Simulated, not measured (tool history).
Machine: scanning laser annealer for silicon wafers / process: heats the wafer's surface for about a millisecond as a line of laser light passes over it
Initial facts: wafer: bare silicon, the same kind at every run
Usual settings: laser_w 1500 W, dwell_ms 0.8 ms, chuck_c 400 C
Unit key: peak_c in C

{"run": 1, "hour": 0.0, "laser_w": 1500, "dwell_ms": 0.8, "chuck_c": 400, "peak_c": 1110}
{"run": 2, "hour": 11.7, "laser_w": 1500, "dwell_ms": 0.8, "chuck_c": 400, "peak_c": 1108}
{"run": 3, "hour": 23.9, "laser_w": 1500, "dwell_ms": 0.8, "chuck_c": 400, "peak_c": 1109}
{"run": 4, "hour": 37.4, "laser_w": 1612, "dwell_ms": 0.8, "chuck_c": 400, "peak_c": 1161}
{"run": 5, "hour": 46.1, "laser_w": 1612, "dwell_ms": 0.8, "chuck_c": 400, "peak_c": 1160}
{"run": 6, "hour": 55.4, "laser_w": 1612, "dwell_ms": 0.8, "chuck_c": 400, "peak_c": 1160}
{"run": 7, "hour": 63.3, "laser_w": 1612, "dwell_ms": 0.8, "chuck_c": 400, "peak_c": 1161}
{"run": 8, "hour": 75.1, "laser_w": 1500, "dwell_ms": 0.682, "chuck_c": 400, "peak_c": 1046}
{"run": 9, "hour": 91.8, "laser_w": 1500, "dwell_ms": 0.682, "chuck_c": 400, "peak_c": 1050}
{"run": 10, "hour": 108.6, "laser_w": 1462, "dwell_ms": 0.664, "chuck_c": 414, "peak_c": 1037}
{"run": 11, "hour": 127.4, "laser_w": 1522, "dwell_ms": 0.8, "chuck_c": 400, "peak_c": 1119}

The next listed run, before its measurement:
{"run": 12, "hour": 135.3, "laser_w": 1522, "dwell_ms": 0.751, "chuck_c": 422, "peak_c": "?"}

{"run 12": {"peak_c": 1120}}
Take away the tool's hidden state, keep the run-to-run variation as it was, and the same run would have given peak_c 1121 C.

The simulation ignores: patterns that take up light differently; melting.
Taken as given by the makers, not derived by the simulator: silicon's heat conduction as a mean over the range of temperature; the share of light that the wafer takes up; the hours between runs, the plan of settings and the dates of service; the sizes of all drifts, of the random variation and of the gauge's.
